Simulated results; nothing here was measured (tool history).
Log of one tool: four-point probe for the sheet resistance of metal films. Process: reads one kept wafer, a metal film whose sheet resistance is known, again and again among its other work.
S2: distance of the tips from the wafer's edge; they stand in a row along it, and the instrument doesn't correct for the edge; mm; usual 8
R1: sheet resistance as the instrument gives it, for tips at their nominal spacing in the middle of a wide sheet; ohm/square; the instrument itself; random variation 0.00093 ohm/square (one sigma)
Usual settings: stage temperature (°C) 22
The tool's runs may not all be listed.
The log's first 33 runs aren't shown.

run 34 day=105.296 | stage_temperature_(°C)=30 S2=16 | R1=4.573673
run 35 day=107.638 | stage_temperature_(°C)=23 S2=34 | R1=4.569643
run 36 day=111.483 | stage_temperature_(°C)=23 S2=34 | R1=4.568009
run 37 day=113.675 | stage_temperature_(°C)=28 S2=11 | R1=4.590190
run 38 day=116.004 | stage_temperature_(°C)=28 S2=11 | R1=4.588016
run 39 day=119.471 | stage_temperature_(°C)=19 S2=38 | R1=4.568458
run 40 day=121.600 | stage_temperature_(°C)=20 S2=30 | R1=4.568356
run 41 day=124.204 | stage_temperature_(°C)=20 S2=30 | R1=4.567462
run 42 day=127.775 | stage_temperature_(°C)=20 S2=30 | R1=4.567467
run 43 day=129.992 | stage_temperature_(°C)=20 S2=30 | R1=4.568039
run 44 day=133.150 | stage_temperature_(°C)=18 S2=40 | R1=4.567575

Forecast each of these 5 alternatives for the next run:
run A day=136.375 | stage_temperature_(°C)=35 S2=32 | R1=?
run B day=136.375 | stage_temperature_(°C)=29 S2=40 | R1=?
run C day=136.375 | stage_temperature_(°C)=22 S2=37 | R1=?
run D day=136.375 | stage_temperature_(°C)=20 S2=56 | R1=?
run E day=136.375 | stage_temperature_(°C)=18 S2=18 | R1=?

run=A R1=4.547344
run=B R1=4.553072
run=C R1=4.561202
run=D R1=4.561217
run=E R1=4.575021
Without the tool's hidden state the same runs would have given:
run=A R1=4.562514
run=B R1=4.568214
run=C R1=4.576312
run=D R1=4.576310
run=E R1=4.590139
